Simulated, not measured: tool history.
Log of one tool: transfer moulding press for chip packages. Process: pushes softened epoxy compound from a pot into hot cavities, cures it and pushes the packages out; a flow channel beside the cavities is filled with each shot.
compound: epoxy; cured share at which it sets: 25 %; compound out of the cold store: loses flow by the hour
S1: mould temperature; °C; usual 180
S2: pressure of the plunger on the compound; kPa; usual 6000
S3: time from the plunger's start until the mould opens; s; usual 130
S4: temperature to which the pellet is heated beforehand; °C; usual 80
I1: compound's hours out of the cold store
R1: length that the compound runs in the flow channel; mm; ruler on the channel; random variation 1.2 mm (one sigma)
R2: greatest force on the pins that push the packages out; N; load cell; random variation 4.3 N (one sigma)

run	hour	S1	S2	S3	S4	I1	R1	R2
1	0.0	180	6000	130	80	47.0	628	333
2	25.6	180	6000	130	80	31.1	679	368
3	42.4	180	6000	117	80	26.5	695	429
# hour 47.7: cavities cleaned with cleaning compound and waxed
4	66.2	180	6000	117	80	40.7	647	338
5	89.7	180	6000	130	80	39.1	650	337
6	123.1	180	6000	130	80	40.7	643	368
# hour 139.0: cavities cleaned with cleaning compound and waxed
7	152.0	180	6000	149	80	46.0	624	283
8	181.0	180	6000	149	80	36.5	655	317
9	199.5	180	6000	149	80	13.8	734	325
# hour 230.9: cavities cleaned with cleaning compound and waxed
10	240.6	179	5190	133	85	33.1	619	291
11	275.9	186	6000	130	71	42.4	615	302
12	316.0	180	5190	145	80	24.0	644	339
# hour 320.4: cavities cleaned with cleaning compound and waxed
13	347.0	180	5190	145	80	24.9	639	292
14	379.9	180	5190	145	80	8.2	695	333
# hour 411.2: cavities cleaned with cleaning compound and waxed
15	420.6	180	6950	138	80	19.8	757	287
16	457.8	180	6950	138	80	14.8	773	317
17	487.8	178	7290	138	80	46.7	676	363
# hour 502.5: cavities cleaned with cleaning compound and waxed
18	518.0	186	7290	159	80	47.0	652	263

3 ways to go on from here, each from the tool as it stands after run 18. What would each give?
# hour 537.0: plunger's sealing rings changed
A	546.3	186	5480	159	85	31.2	?	?
# hour 537.0: plunger's sealing rings changed
B	546.3	177	6000	130	77	39.6	?	?
# hour 537.0: plunger's sealing rings changed
C	546.3	186	6210	167	80	41.7	?	?

run	R1	R2
A	636	289
B	661	368
C	643	284
Without the tool's hidden state the same runs would have given:
run	R1	R2
A	641	240
B	666	325
C	648	235
